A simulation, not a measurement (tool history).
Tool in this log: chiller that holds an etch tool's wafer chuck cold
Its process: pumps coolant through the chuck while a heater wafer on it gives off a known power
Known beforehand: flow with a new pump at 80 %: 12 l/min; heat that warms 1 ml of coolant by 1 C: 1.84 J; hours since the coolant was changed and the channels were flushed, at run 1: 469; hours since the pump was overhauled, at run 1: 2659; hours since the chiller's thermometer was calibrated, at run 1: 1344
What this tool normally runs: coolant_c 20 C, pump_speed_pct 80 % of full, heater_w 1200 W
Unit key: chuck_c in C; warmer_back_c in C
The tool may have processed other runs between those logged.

run      day  coolant_c  pump_speed_pct  heater_w  hours since the coolant was changed and the channels were flushed  hours since the pump was overhauled  hours since the chiller's thermometer was calibrated  chuck_c  warmer_back_c
  1    0.000         20              80      1200                                                                469                                 2659                                                  1344     31.2           3.43
  2    7.158         20              80      1200                                                                641                                 2831                                                  1516     31.3           3.44
  3   11.821         20              80      1200                                                                752                                 2943                                                  1627     31.5           3.50
  4   15.288         20              80      1200                                                                836                                 3026                                                  1711     31.4           3.42
  5   23.162         20              80      1200                                                               1025                                 3215                                                  1900     31.6           3.46
  6   29.438         20              80      1200                                                               1175                                 3366                                                  2050     31.8           3.48
  7   37.350         20              80      1200                                                               1365                                 3556                                                  2240     31.7           3.45
  8   42.392         20              80      1200                                                               1486                                 3677                                                  2361     32.1           3.41
  9   46.662         20              80       706                                                               1589                                 3779                                                  2464     27.3           2.07
 10   54.667         20              80       706                                                               1781                                 3972                                                  2656     27.4           2.06
 11   58.288         20              76      1200                                                               1868                                 4058                                                  2743     32.7           3.72
 12   66.121         15              80      1200                                                               2056                                 4246                                                  2931     27.4           3.50
 13   73.929         15              80      1764                                                               2243                                 4434                                                  3118     33.5           5.17
 14   78.225         15              80      1764                                                               2346                                 4537                                                  3221     33.4           5.13
      82.250  -- coolant pump overhauled
 15   84.696         15              80      1764                                                               2496                                   59                                                  3371     33.1           4.82
      85.467  -- chiller's thermometer calibrated
 16   88.833         15              83      1764                                                               2595                                  157                                                    81     33.0           4.61
 17   96.108         15              83      1764                                                               2769                                  332                                                   255     33.2           4.63
 18   99.558         21              62      1383                                                               2852                                  414                                                   338     38.1           5.04
 19  104.967         21              62      1383                                                               2982                                  544                                                   468     38.2           4.99
 20  109.829         11              62       637                                                               3099                                  661                                                   585     19.3           2.33
 21  113.979         20              99       776                                                               3198                                  760                                                   684     28.0           1.76
     117.608  -- coolant changed, channels flushed
 22  121.583         20             100      1200                                                                 95                                  937                                                   861     29.9           2.61
 23  127.983         20             100      1200                                                                249                                 1091                                                  1014     30.0           2.60
     130.688  -- chiller's thermometer calibrated, once more
 24  134.425         17              87      1210                                                                403                                 1244                                                    90     27.3           3.09
 25  141.133         20              84      1028                                                                564                                 1405                                                   251     29.0           2.72
 26  145.504         14              84      1123                                                                669                                 1510                                                   356     24.2           2.98
 27  148.871         14              84      1123                                                                749                                 1591                                                   436     23.7           2.96
 28  155.492         27              63       955                                                                908                                 1750                                                   595     37.2           3.46
 29  162.738         14              93       946                                                               1082                                 1924                                                   769     22.2           2.29
 30  168.717         27              95      1692                                                               1226                                 2067                                                   913     41.5           3.85
 31  176.129         30              80      1200                                                               1404                                 2245                                                  1091     41.6           3.34

Measured result minus the same run's result without the hidden state. Both carry the same run-to-run variation, though not necessarily the same gauge scatter:
Hidden state present: heat passed by the chuck's channels, % of clean ones'; flow at a given pump speed, % of a new pump's; coolant's true temperature over the reading, C; drift of the gauge itself on chuck_c, C; drift of the gauge itself on warmer_back_c, C.
run  chuck_c  warmer_back_c
  1     +0.8          +0.16
  2     +0.9          +0.17
  3     +1.0          +0.17
  4     +1.1          +0.18
  5     +1.2          +0.19
  6     +1.4          +0.20
  7     +1.5          +0.21
  8     +1.6          +0.22
  9     +1.2          +0.13
 10     +1.3          +0.14
 11     +2.1          +0.25
 12     +2.2          +0.24
 13     +3.3          +0.37
 14     +3.4          +0.37
 15     +2.9          +0.00
 16     +3.2          +0.00
 17     +3.4          +0.02
 18     +3.2          +0.02
 19     +3.4          +0.03
 20     +2.0          +0.02
 21     +2.1          +0.02
 22     +1.0          +0.03
 23     +1.0          +0.04
 24     +0.3          +0.05
 25     +0.4          +0.05
 26     +0.6          +0.05
 27     +0.6          +0.06
 28     +0.7          +0.08
 29     +0.7          +0.05
 30     +1.3          +0.10
 31     +1.2          +0.09
